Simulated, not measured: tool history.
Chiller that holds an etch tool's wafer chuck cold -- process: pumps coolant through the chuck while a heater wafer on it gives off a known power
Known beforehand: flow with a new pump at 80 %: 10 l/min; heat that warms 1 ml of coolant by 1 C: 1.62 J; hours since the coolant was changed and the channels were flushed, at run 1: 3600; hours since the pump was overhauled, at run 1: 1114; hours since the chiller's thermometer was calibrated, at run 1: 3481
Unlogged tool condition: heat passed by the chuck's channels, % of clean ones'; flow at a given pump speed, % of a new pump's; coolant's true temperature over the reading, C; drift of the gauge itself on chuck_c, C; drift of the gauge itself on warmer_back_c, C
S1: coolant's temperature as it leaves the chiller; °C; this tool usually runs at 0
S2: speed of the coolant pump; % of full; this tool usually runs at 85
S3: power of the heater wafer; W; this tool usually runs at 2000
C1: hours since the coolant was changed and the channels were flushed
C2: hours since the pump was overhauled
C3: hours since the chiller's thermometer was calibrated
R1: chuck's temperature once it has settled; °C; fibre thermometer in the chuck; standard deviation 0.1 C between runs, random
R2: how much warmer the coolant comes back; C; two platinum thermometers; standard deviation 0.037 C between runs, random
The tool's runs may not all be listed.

run	day	S1	S2	S3	C1	C2	C3	R1	R2
1	0.000	0	85	2000	3600	1114	3481	15.2	7.07
2	2.471	0	85	2987	3659	1173	3540	23.0	10.63
3	4.479	0	85	2987	3707	1221	3589	23.1	10.64
4	6.808	0	85	2987	3763	1277	3645	23.4	10.67
5	9.329	0	85	2987	3823	1338	3705	23.1	10.59
6	12.258	0	85	2987	3894	1408	3775	23.2	10.64
7	14.779	0	89	2987	3954	1468	3836	22.3	10.17
8	17.771	0	89	2987	4026	1540	3908	22.4	10.21
9	20.679	10	95	1655	4096	1610	3977	21.3	5.27
10	22.308	10	95	1655	4135	1649	4017	21.3	5.24
11	24.475	10	95	1655	4187	1701	4069	21.2	5.27
12	27.958	4	82	2000	4271	1785	4152	20.1	7.44

Branching from run 12: 3 alternative next runs. What would each branch give?
A	30.054	4	67	2000	4321	1835	4202	?	?
B	30.054	-9	88	2294	4321	1835	4202	?	?
C	30.054	-7	82	1163	4321	1835	4202	?	?

run	R1	R2
A	23.8	9.24
B	8.4	7.98
C	2.2	4.29
Had the tool no hidden state, the same runs would have come out as:
run	R1	R2
A	22.1	8.92
B	7.0	7.70
C	1.8	4.14
